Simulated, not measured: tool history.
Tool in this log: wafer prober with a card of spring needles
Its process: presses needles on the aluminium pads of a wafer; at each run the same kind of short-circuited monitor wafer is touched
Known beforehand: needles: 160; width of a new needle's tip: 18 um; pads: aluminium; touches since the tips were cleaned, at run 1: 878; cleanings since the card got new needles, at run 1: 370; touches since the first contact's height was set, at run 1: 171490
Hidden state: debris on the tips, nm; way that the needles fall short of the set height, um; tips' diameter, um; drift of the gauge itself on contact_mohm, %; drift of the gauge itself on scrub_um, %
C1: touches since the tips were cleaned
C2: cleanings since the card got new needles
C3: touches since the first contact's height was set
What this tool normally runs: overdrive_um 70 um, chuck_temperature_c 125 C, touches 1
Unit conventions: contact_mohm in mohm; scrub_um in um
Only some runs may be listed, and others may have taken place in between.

Run 1, hour 0: usual settings; C1 878; C2 370; C3 171490. Result: contact_mohm 178 mohm, scrub_um 8.18 um.
At hour 3: tips cleaned on abrasive film.
At hour 6.9: tips cleaned on abrasive film.
At hour 10.8: tips cleaned on abrasive film.
At hour 14.7: tips cleaned on abrasive film.
At hour 18.6: tips cleaned on abrasive film.
At hour 22.5: tips cleaned on abrasive film.
At hour 26.4: tips cleaned on abrasive film.
At hour 31.3: tips cleaned on abrasive film.
At hour 35.2: tips cleaned on abrasive film.
At hour 39.1: tips cleaned on abrasive film.
At hour 43: tips cleaned on abrasive film.
At hour 46.9: tips cleaned on abrasive film.
At hour 50.9: tips cleaned on abrasive film.
At hour 54.8: tips cleaned on abrasive film.
At hour 59.6: tips cleaned on abrasive film.
At hour 63.5: tips cleaned on abrasive film.
At hour 67.4: tips cleaned on abrasive film.
At hour 72.3: tips cleaned on abrasive film.
At hour 77.2: tips cleaned on abrasive film.
At hour 81.1: tips cleaned on abrasive film.
Run 2, hour 81.5: usual settings but overdrive_um 83 um; C1 234; C2 390; C3 215296. Result: contact_mohm 151 mohm, scrub_um 9.41 um.
At hour 85.4: tips cleaned on abrasive film.
At hour 89.3: tips cleaned on abrasive film.
At hour 94.2: tips cleaned on abrasive film.
At hour 98.1: tips cleaned on abrasive film.
At hour 102: tips cleaned on abrasive film.
At hour 106.9: tips cleaned on abrasive film.
At hour 107.2: height of the first contact set anew.
At hour 112.1: tips cleaned on abrasive film.
At hour 116: tips cleaned on abrasive film.
At hour 119.9: tips cleaned on abrasive film.
At hour 123.8: tips cleaned on abrasive film.
At hour 128.7: tips cleaned on abrasive film.
At hour 132.6: tips cleaned on abrasive film.
At hour 137.4: tips cleaned on abrasive film.
At hour 141.3: tips cleaned on abrasive film.
At hour 145.3: tips cleaned on abrasive film.
At hour 149.5: tips cleaned on abrasive film.
Run 3, hour 149.5: usual settings but overdrive_um 54 um; C1 0; C2 406; C3 22765. Result: contact_mohm 162 mohm, scrub_um 7 um.
At hour 154.4: tips cleaned on abrasive film.
At hour 158.3: tips cleaned on abrasive film.
At hour 162.2: tips cleaned on abrasive film.
At hour 166.1: tips cleaned on abrasive film.
At hour 171: tips cleaned on abrasive film.
At hour 175.8: tips cleaned on abrasive film.
At hour 180.7: tips cleaned on abrasive film.
At hour 185.6: tips cleaned on abrasive film.
Run 4, hour 189: usual settings but overdrive_um 54 um; C1 1903; C2 414; C3 44089. Result: contact_mohm 231 mohm, scrub_um 6.78 um.
At hour 190.1: tips cleaned on abrasive film.
At hour 194: tips cleaned on abrasive film.
At hour 198.8: tips cleaned on abrasive film.
At hour 202.8: tips cleaned on abrasive film.
At hour 206.7: tips cleaned on abrasive film.
At hour 210.6: tips cleaned on abrasive film.
At hour 214.5: tips cleaned on abrasive film.
At hour 218.4: tips cleaned on abrasive film.
At hour 230.4: card fitted with new needles.
At hour 235.3: tips cleaned on abrasive film.
At hour 239.2: tips cleaned on abrasive film.
At hour 243.1: tips cleaned on abrasive film.
At hour 247: tips cleaned on abrasive film.
At hour 251.9: tips cleaned on abrasive film.
At hour 255.8: tips cleaned on abrasive film.
At hour 260.6: tips cleaned on abrasive film.
At hour 264.6: tips cleaned on abrasive film.
At hour 268.5: tips cleaned on abrasive film.
At hour 272.4: tips cleaned on abrasive film.
At hour 276.3: tips cleaned on abrasive film.
At hour 281.2: tips cleaned on abrasive film.
At hour 286: tips cleaned on abrasive film.
At hour 290.9: tips cleaned on abrasive film.
Run 5, hour 293: usual settings but chuck_temperature_c 94 C; C1 1148; C2 14; C3 33695. Result: contact_mohm 141 mohm, scrub_um 9 um.
At hour 295: tips cleaned on abrasive film.
At hour 298.9: tips cleaned on abrasive film.
At hour 303.7: tips cleaned on abrasive film.
At hour 307.7: tips cleaned on abrasive film.
At hour 311.6: tips cleaned on abrasive film.
At hour 316.4: tips cleaned on abrasive film.
At hour 321.3: tips cleaned on abrasive film.
At hour 326.2: tips cleaned on abrasive film.
At hour 331: tips cleaned on abrasive film.
At hour 334.9: tips cleaned on abrasive film.
At hour 338.8: tips cleaned on abrasive film.
At hour 342.8: tips cleaned on abrasive film.
At hour 347.6: tips cleaned on abrasive film.
At hour 352.5: tips cleaned on abrasive film.
At hour 356.4: tips cleaned on abrasive film.
At hour 361.3: tips cleaned on abrasive film.
At hour 365.2: tips cleaned on abrasive film.
At hour 370: tips cleaned on abrasive film.
At hour 373.9: tips cleaned on abrasive film.
At hour 378.8: tips cleaned on abrasive film.
Run 6, hour 380: usual settings but chuck_temperature_c 94 C; C1 669; C2 34; C3 80559. Result: contact_mohm 139 mohm, scrub_um 8.61 um.
At hour 383: tips cleaned on abrasive film.
At hour 387.9: tips cleaned on abrasive film.
At hour 392.7: tips cleaned on abrasive film.
At hour 396.6: tips cleaned on abrasive film.
At hour 401.5: tips cleaned on abrasive film.
At hour 406.4: tips cleaned on abrasive film.
At hour 410.3: tips cleaned on abrasive film.
At hour 415.1: tips cleaned on abrasive film.
At hour 420: tips cleaned on abrasive film.
At hour 424.9: tips cleaned on abrasive film.
Run 7, hour 425.4: usual settings but overdrive_um 60 um, chuck_temperature_c 69 C; C1 299; C2 44; C3 105008. Result: contact_mohm 138 mohm, scrub_um 7.21 um.
At hour 429.3: tips cleaned on abrasive film.
At hour 433.2: tips cleaned on abrasive film.
At hour 437.1: tips cleaned on abrasive film.
At hour 441.1: tips cleaned on abrasive film.
At hour 445: tips cleaned on abrasive film.
At hour 448.9: tips cleaned on abrasive film.
At hour 453.7: tips cleaned on abrasive film.
At hour 457.7: tips cleaned on abrasive film.
At hour 462.5: tips cleaned on abrasive film.
At hour 467.4: tips cleaned on abrasive film.
At hour 472.2: tips cleaned on abrasive film.
At hour 476.2: tips cleaned on abrasive film.
At hour 480.1: tips cleaned on abrasive film.
At hour 484.9: tips cleaned on abrasive film.
At hour 489.8: tips cleaned on abrasive film.
At hour 494.7: tips cleaned on abrasive film.
At hour 498.6: tips cleaned on abrasive film.
Run 8, hour 501.2: usual settings but overdrive_um 60 um, chuck_temperature_c 69 C; C1 1462; C2 61; C3 145842. Result: contact_mohm 159 mohm, scrub_um 6.92 um.
At hour 503.2: tips cleaned on abrasive film.
At hour 507.1: tips cleaned on abrasive film.
At hour 511.1: tips cleaned on abrasive film.
At hour 515.9: tips cleaned on abrasive film.
At hour 519.8: tips cleaned on abrasive film.
At hour 523.7: tips cleaned on abrasive film.
At hour 527.7: tips cleaned on abrasive film.
At hour 531.6: tips cleaned on abrasive film.
At hour 536.4: tips cleaned on abrasive film.
At hour 541.3: tips cleaned on abrasive film.
At hour 546.2: tips cleaned on abrasive film.
At hour 550.1: tips cleaned on abrasive film.
At hour 554.9: tips cleaned on abrasive film.
At hour 558.8: tips cleaned on abrasive film.
At hour 563.7: tips cleaned on abrasive film.
At hour 567.6: tips cleaned on abrasive film.
At hour 571.5: tips cleaned on abrasive film.
At hour 575.4: tips cleaned on abrasive film.
At hour 580.3: tips cleaned on abrasive film.
At hour 585.2: tips cleaned on abrasive film.
At hour 589.1: tips cleaned on abrasive film.
At hour 593: tips cleaned on abrasive film.
Run 9, hour 593.1: usual settings but overdrive_um 57 um, chuck_temperature_c 69 C; C1 31; C2 83; C3 195219. Result: contact_mohm 141 mohm, scrub_um 6.34 um.
At hour 597: tips cleaned on abrasive film.
At hour 600.9: tips cleaned on abrasive film.
At hour 604.8: tips cleaned on abrasive film.
At hour 608.7: tips cleaned on abrasive film.
At hour 613.6: tips cleaned on abrasive film.
At hour 617.5: tips cleaned on abrasive film.
At hour 622.4: tips cleaned on abrasive film.
At hour 626.3: tips cleaned on abrasive film.
At hour 631.1: tips cleaned on abrasive film.
At hour 635: tips cleaned on abrasive film.
At hour 639: tips cleaned on abrasive film.
At hour 643.8: tips cleaned on abrasive film.
At hour 648.7: tips cleaned on abrasive film.
At hour 652.6: tips cleaned on abrasive film.
At hour 655.7: height of the first contact set anew.
At hour 656.8: tips cleaned on abrasive film.
At hour 661.7: tips cleaned on abrasive film.
At hour 665.6: tips cleaned on abrasive film.
At hour 670.4: tips cleaned on abrasive film.
At hour 674.4: tips cleaned on abrasive film.
At hour 678.3: tips cleaned on abrasive film.
At hour 683.1: tips cleaned on abrasive film.
Run 10, hour 684.9: usual settings but overdrive_um 57 um, chuck_temperature_c 69 C; C1 979; C2 104; C3 15678. Result: contact_mohm 155 mohm, scrub_um 7.4 um.
At hour 687.9: tips cleaned on abrasive film.
At hour 691.8: tips cleaned on abrasive film.
At hour 696.6: tips cleaned on abrasive film.
At hour 700.6: tips cleaned on abrasive film.
At hour 704.5: tips cleaned on abrasive film.
At hour 708.4: tips cleaned on abrasive film.
At hour 712.3: tips cleaned on abrasive film.
At hour 716.2: tips cleaned on abrasive film.
At hour 721.1: tips cleaned on abrasive film.
At hour 725: tips cleaned on abrasive film.
At hour 729.8: tips cleaned on abrasive film.
At hour 733.7: tips cleaned on abrasive film.
At hour 738.6: tips cleaned on abrasive film.
At hour 743.5: tips cleaned on abrasive film.
At hour 748.3: tips cleaned on abrasive film.
Run 11, hour 751.7: usual settings but overdrive_um 60 um, chuck_temperature_c 48 C, touches 2; C1 1829; C2 119; C3 51629. Result: contact_mohm 149 mohm, scrub_um 7.66 um.
At hour 752.7: tips cleaned on abrasive film.
At hour 757.6: tips cleaned on abrasive film.
At hour 761.5: tips cleaned on abrasive film.
At hour 765.4: tips cleaned on abrasive film.
At hour 770.3: tips cleaned on abrasive film.
At hour 775.1: tips cleaned on abrasive film.
At hour 780: tips cleaned on abrasive film.
At hour 783.9: tips cleaned on abrasive film.
At hour 788.8: tips cleaned on abrasive film.
At hour 792.7: tips cleaned on abrasive film.
At hour 797.5: tips cleaned on abrasive film.
At hour 801.5: tips cleaned on abrasive film.
At hour 806.3: tips cleaned on abrasive film.
At hour 810.2: tips cleaned on abrasive film.
At hour 814.1: tips cleaned on abrasive film.
At hour 819: tips cleaned on abrasive film.
At hour 823.9: tips cleaned on abrasive film.
At hour 827.8: tips cleaned on abrasive film.
At hour 831.7: tips cleaned on abrasive film.
At hour 835.6: tips cleaned on abrasive film.
Run 12, hour 837.2: usual settings but overdrive_um 90 um, chuck_temperature_c 31 C, touches 2; C1 871; C2 139; C3 97647. Result: contact_mohm 127 mohm, scrub_um 11.11 um.

Alternative continuations, all from the tool just after run 12; predict every row:
At hour 840.1: tips cleaned on abrasive film.
At hour 844.1: tips cleaned on abrasive film.
At hour 848: tips cleaned on abrasive film.
At hour 851.9: tips cleaned on abrasive film.
At hour 856.7: tips cleaned on abrasive film.
At hour 860.7: tips cleaned on abrasive film.
At hour 865.5: tips cleaned on abrasive film.
At hour 869.4: tips cleaned on abrasive film.
At hour 873.3: tips cleaned on abrasive film.
At hour 877.3: tips cleaned on abrasive film.
At hour 882.1: tips cleaned on abrasive film.
At hour 886: tips cleaned on abrasive film.
At hour 890.9: tips cleaned on abrasive film.
At hour 895.8: tips cleaned on abrasive film.
Run A, hour 898.1: usual settings but overdrive_um 61 um, chuck_temperature_c 54 C; C1 1260; C2 153; C3 130405. Result: contact_mohm ?, scrub_um ?.
At hour 840.1: tips cleaned on abrasive film.
At hour 844.1: tips cleaned on abrasive film.
At hour 848: tips cleaned on abrasive film.
At hour 851.9: tips cleaned on abrasive film.
At hour 856.7: tips cleaned on abrasive film.
At hour 860.7: tips cleaned on abrasive film.
At hour 865.5: tips cleaned on abrasive film.
At hour 869.4: tips cleaned on abrasive film.
At hour 873.3: tips cleaned on abrasive film.
At hour 877.3: tips cleaned on abrasive film.
At hour 882.1: tips cleaned on abrasive film.
At hour 886: tips cleaned on abrasive film.
At hour 890.9: tips cleaned on abrasive film.
At hour 895.8: tips cleaned on abrasive film.
Run B, hour 898.1: usual settings but overdrive_um 68 um; C1 1260; C2 153; C3 130405. Result: contact_mohm ?, scrub_um ?.
At hour 840.1: tips cleaned on abrasive film.
At hour 844.1: tips cleaned on abrasive film.
At hour 848: tips cleaned on abrasive film.
At hour 851.9: tips cleaned on abrasive film.
At hour 856.7: tips cleaned on abrasive film.
At hour 860.7: tips cleaned on abrasive film.
At hour 865.5: tips cleaned on abrasive film.
At hour 869.4: tips cleaned on abrasive film.
At hour 873.3: tips cleaned on abrasive film.
At hour 877.3: tips cleaned on abrasive film.
At hour 882.1: tips cleaned on abrasive film.
At hour 886: tips cleaned on abrasive film.
At hour 890.9: tips cleaned on abrasive film.
At hour 895.8: tips cleaned on abrasive film.
Run C, hour 898.1: usual settings but overdrive_um 77 um, chuck_temperature_c 107 C; C1 1260; C2 153; C3 130405. Result: contact_mohm ?, scrub_um ?.
At hour 840.1: tips cleaned on abrasive film.
At hour 844.1: tips cleaned on abrasive film.
At hour 848: tips cleaned on abrasive film.
At hour 851.9: tips cleaned on abrasive film.
At hour 856.7: tips cleaned on abrasive film.
At hour 860.7: tips cleaned on abrasive film.
At hour 865.5: tips cleaned on abrasive film.
At hour 869.4: tips cleaned on abrasive film.
At hour 873.3: tips cleaned on abrasive film.
At hour 877.3: tips cleaned on abrasive film.
At hour 882.1: tips cleaned on abrasive film.
At hour 886: tips cleaned on abrasive film.
At hour 890.9: tips cleaned on abrasive film.
At hour 895.8: tips cleaned on abrasive film.
Run D, hour 898.1: usual settings but overdrive_um 90 um, chuck_temperature_c 27 C, touches 2; C1 1260; C2 153; C3 130405. Result: contact_mohm ?, scrub_um ?.
At hour 840.1: tips cleaned on abrasive film.
At hour 844.1: tips cleaned on abrasive film.
At hour 848: tips cleaned on abrasive film.
At hour 851.9: tips cleaned on abrasive film.
At hour 856.7: tips cleaned on abrasive film.
At hour 860.7: tips cleaned on abrasive film.
At hour 865.5: tips cleaned on abrasive film.
At hour 869.4: tips cleaned on abrasive film.
At hour 873.3: tips cleaned on abrasive film.
At hour 877.3: tips cleaned on abrasive film.
At hour 882.1: tips cleaned on abrasive film.
At hour 886: tips cleaned on abrasive film.
At hour 890.9: tips cleaned on abrasive film.
At hour 895.8: tips cleaned on abrasive film.
Run E, hour 898.1: usual settings but overdrive_um 62 um, chuck_temperature_c 43 C, touches 2; C1 1260; C2 153; C3 130405. Result: contact_mohm ?, scrub_um ?.

run  contact_mohm  scrub_um
  A           168      7.16
  B           163       8.1
  C           154      9.09
  D           132     11.05
  E           148      7.33
Without the tool's unlogged condition, the same runs would have read:
run  contact_mohm  scrub_um
  A           128      7.94
  B           133      8.89
  C           130      9.87
  D           119     11.83
  E           123      8.11
